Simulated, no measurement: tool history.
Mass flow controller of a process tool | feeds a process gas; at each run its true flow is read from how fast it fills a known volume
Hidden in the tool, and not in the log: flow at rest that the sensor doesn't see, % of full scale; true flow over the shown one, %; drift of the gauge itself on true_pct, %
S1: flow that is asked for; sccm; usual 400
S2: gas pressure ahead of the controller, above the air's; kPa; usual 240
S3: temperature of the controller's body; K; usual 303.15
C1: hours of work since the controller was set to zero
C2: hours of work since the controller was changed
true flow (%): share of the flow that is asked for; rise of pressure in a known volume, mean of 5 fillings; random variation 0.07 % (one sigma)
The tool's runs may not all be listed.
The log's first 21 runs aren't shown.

run 22 hour=8848 | S1=400 S2=197 S3=303.15 | C1=2378 C2=2378 | true_flow_(%)=99.8
run 23 hour=9182.5 | S1=400 S2=197 S3=303.15 | C1=2550 C2=2550 | true_flow_(%)=99.93
run 24 hour=9695.5 | S1=400 S2=240 S3=311.15 | C1=2815 C2=2815 | true_flow_(%)=99.88
run 25 hour=10037.3 | S1=400 S2=240 S3=311.15 | C1=2992 C2=2992 | true_flow_(%)=99.92
run 26 hour=10338.2 | S1=72 S2=167 S3=311.15 | C1=3147 C2=3147 | true_flow_(%)=98.37
run 27 hour=10748.7 | S1=72 S2=167 S3=311.15 | C1=3359 C2=3359 | true_flow_(%)=98.48
run 28 hour=11043.4 | S1=475 S2=258 S3=302.15 | C1=3512 C2=3512 | true_flow_(%)=100.21
run 29 hour=11411 | S1=262 S2=258 S3=302.15 | C1=3701 C2=3701 | true_flow_(%)=98.84
run 30 hour=11811.3 | S1=400 S2=185 S3=307.15 | C1=3908 C2=3908 | true_flow_(%)=100.65
run 31 hour=12300.6 | S1=400 S2=185 S3=307.15 | C1=4161 C2=4161 | true_flow_(%)=100.63
run 32 hour=12873.6 | S1=400 S2=240 S3=307.15 | C1=4457 C2=4457 | true_flow_(%)=100.28
run 33 hour=13389.7 | S1=400 S2=277 S3=311.15 | C1=4724 C2=4724 | true_flow_(%)=100.25
run 34 hour=13949.3 | S1=400 S2=198 S3=300.15 | C1=5013 C2=5013 | true_flow_(%)=100.63
-- hour=14272.8 controller exchanged for a calibrated one
run 35 hour=14272.8 | S1=116 S2=169 S3=294.15 | C1=0 C2=0 | true_flow_(%)=98.87
-- hour=14436.1 gauge calibrated
run 36 hour=14518.8 | S1=78 S2=174 S3=294.15 | C1=127 C2=127 | true_flow_(%)=97.43
run 37 hour=14930.4 | S1=78 S2=174 S3=294.15 | C1=340 C2=340 | true_flow_(%)=97.45

Forecast run 38:
run 38 hour=15348.7 | S1=78 S2=174 S3=294.15 | C1=556 C2=556 | true_flow_(%)=?

true flow (%): 97.54
Without the tool's hidden state the same run would have given true flow (%) 97.36.
